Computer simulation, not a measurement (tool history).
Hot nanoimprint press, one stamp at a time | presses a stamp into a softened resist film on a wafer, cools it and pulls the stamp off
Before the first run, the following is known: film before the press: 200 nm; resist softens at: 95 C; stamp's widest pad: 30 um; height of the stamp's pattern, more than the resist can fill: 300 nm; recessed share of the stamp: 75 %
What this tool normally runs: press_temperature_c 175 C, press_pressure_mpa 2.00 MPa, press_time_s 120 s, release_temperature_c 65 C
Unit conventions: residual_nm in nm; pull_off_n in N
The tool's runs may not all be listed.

run 1 hour=0.0 | press_temperature_c=175 press_pressure_mpa=2.00 press_time_s=120 release_temperature_c=65 | residual_nm=111.0 pull_off_n=200
run 2 hour=7.3 | press_temperature_c=172 press_pressure_mpa=2.00 press_time_s=120 release_temperature_c=65 | residual_nm=121.4 pull_off_n=191
run 3 hour=16.0 | press_temperature_c=172 press_pressure_mpa=2.00 press_time_s=120 release_temperature_c=65 | residual_nm=121.1 pull_off_n=195
run 4 hour=23.8 | press_temperature_c=172 press_pressure_mpa=1.72 press_time_s=120 release_temperature_c=65 | residual_nm=128.8 pull_off_n=193
run 5 hour=37.2 | press_temperature_c=172 press_pressure_mpa=1.72 press_time_s=120 release_temperature_c=65 | residual_nm=129.0 pull_off_n=197
run 6 hour=47.4 | press_temperature_c=172 press_pressure_mpa=1.72 press_time_s=120 release_temperature_c=65 | residual_nm=128.7 pull_off_n=191
run 7 hour=55.4 | press_temperature_c=178 press_pressure_mpa=1.72 press_time_s=120 release_temperature_c=65 | residual_nm=108.4 pull_off_n=197
run 8 hour=69.3 | press_temperature_c=175 press_pressure_mpa=2.00 press_time_s=120 release_temperature_c=65 | residual_nm=110.5 pull_off_n=196
run 9 hour=78.3 | press_temperature_c=175 press_pressure_mpa=2.00 press_time_s=120 release_temperature_c=65 | residual_nm=110.8 pull_off_n=193
run 10 hour=91.2 | press_temperature_c=175 press_pressure_mpa=2.00 press_time_s=120 release_temperature_c=65 | residual_nm=110.5 pull_off_n=207
run 11 hour=103.7 | press_temperature_c=180 press_pressure_mpa=2.00 press_time_s=120 release_temperature_c=65 | residual_nm=95.0 pull_off_n=199
run 12 hour=118.6 | press_temperature_c=180 press_pressure_mpa=2.00 press_time_s=120 release_temperature_c=65 | residual_nm=94.8 pull_off_n=206
run 13 hour=132.6 | press_temperature_c=180 press_pressure_mpa=2.00 press_time_s=120 release_temperature_c=65 | residual_nm=94.7 pull_off_n=203
run 14 hour=148.8 | press_temperature_c=175 press_pressure_mpa=2.00 press_time_s=120 release_temperature_c=57 | residual_nm=110.4 pull_off_n=215
run 15 hour=158.9 | press_temperature_c=175 press_pressure_mpa=2.00 press_time_s=120 release_temperature_c=57 | residual_nm=110.3 pull_off_n=221
run 16 hour=172.8 | press_temperature_c=175 press_pressure_mpa=2.00 press_time_s=170 release_temperature_c=55 | residual_nm=98.6 pull_off_n=224
run 17 hour=182.8 | press_temperature_c=175 press_pressure_mpa=2.00 press_time_s=170 release_temperature_c=55 | residual_nm=98.6 pull_off_n=226
run 18 hour=191.1 | press_temperature_c=175 press_pressure_mpa=2.00 press_time_s=120 release_temperature_c=61 | residual_nm=110.3 pull_off_n=216
run 19 hour=207.5 | press_temperature_c=175 press_pressure_mpa=1.84 press_time_s=120 release_temperature_c=59 | residual_nm=114.6 pull_off_n=218
run 20 hour=222.0 | press_temperature_c=180 press_pressure_mpa=2.00 press_time_s=235 release_temperature_c=66 | residual_nm=74.3 pull_off_n=213
run 21 hour=229.6 | press_temperature_c=175 press_pressure_mpa=1.51 press_time_s=97 release_temperature_c=65 | residual_nm=131.7 pull_off_n=222
run 22 hour=238.1 | press_temperature_c=175 press_pressure_mpa=1.51 press_time_s=97 release_temperature_c=65 | residual_nm=131.2 pull_off_n=218
run 23 hour=252.3 | press_temperature_c=165 press_pressure_mpa=1.85 press_time_s=120 release_temperature_c=65 | residual_nm=149.4 pull_off_n=221
run 24 hour=268.0 | press_temperature_c=169 press_pressure_mpa=1.82 press_time_s=120 release_temperature_c=65 | residual_nm=136.0 pull_off_n=223
run 25 hour=276.6 | press_temperature_c=182 press_pressure_mpa=1.38 press_time_s=120 release_temperature_c=63 | residual_nm=106.1 pull_off_n=230
run 26 hour=294.4 | press_temperature_c=175 press_pressure_mpa=1.51 press_time_s=120 release_temperature_c=65 | residual_nm=124.2 pull_off_n=223
run 27 hour=304.8 | press_temperature_c=180 press_pressure_mpa=1.73 press_time_s=202 release_temperature_c=57 | residual_nm=84.5 pull_off_n=236
run 28 hour=313.0 | press_temperature_c=179 press_pressure_mpa=1.73 press_time_s=202 release_temperature_c=57 | residual_nm=87.0 pull_off_n=232
run 29 hour=330.0 | press_temperature_c=164 press_pressure_mpa=3.14 press_time_s=95 release_temperature_c=59 | residual_nm=135.7 pull_off_n=242
run 30 hour=339.4 | press_temperature_c=173 press_pressure_mpa=2.00 press_time_s=81 release_temperature_c=65 | residual_nm=130.1 pull_off_n=236

Hidden state or all else? Some run-to-run changes of residual_nm, split into what the settings, what came in and random variation would give without the hidden state, and what is left for the hidden state (with any gauge scatter that isn't in both results):
The tool's hidden condition here consists of: true temperature over the reading, C; pressure that arrives at the usual setting, %; grip of the stamp's worn release coat, % over a new coat's; drift of the gauge itself on residual_nm, %; drift of the gauge itself on pull_off_n, %.
Run 19 -> 20: press_temperature_c 175 -> 180, press_pressure_mpa 1.84 -> 2.00, press_time_s 120 -> 235, release_temperature_c 59 -> 66. residual_nm -40.3 nm: hidden state +0.1, all else -40.4.
Run 20 -> 21: press_temperature_c 180 -> 175, press_pressure_mpa 2.00 -> 1.51, press_time_s 235 -> 97, release_temperature_c 66 -> 65. residual_nm +57.4 nm: hidden state -0.2, all else +57.6.
Run 25 -> 26: press_temperature_c 182 -> 175, press_pressure_mpa 1.38 -> 1.51, release_temperature_c 63 -> 65. residual_nm +18.1 nm: hidden state -0.2, all else +18.3.
Run 26 -> 27: press_temperature_c 175 -> 180, press_pressure_mpa 1.51 -> 1.73, press_time_s 120 -> 202, release_temperature_c 65 -> 57. residual_nm -39.7 nm: hidden state +0.2, all else -39.9.
Run 28 -> 29: press_temperature_c 179 -> 164, press_pressure_mpa 1.73 -> 3.14, press_time_s 202 -> 95, release_temperature_c 57 -> 59. residual_nm +48.7 nm: hidden state +0.2, all else +48.5.

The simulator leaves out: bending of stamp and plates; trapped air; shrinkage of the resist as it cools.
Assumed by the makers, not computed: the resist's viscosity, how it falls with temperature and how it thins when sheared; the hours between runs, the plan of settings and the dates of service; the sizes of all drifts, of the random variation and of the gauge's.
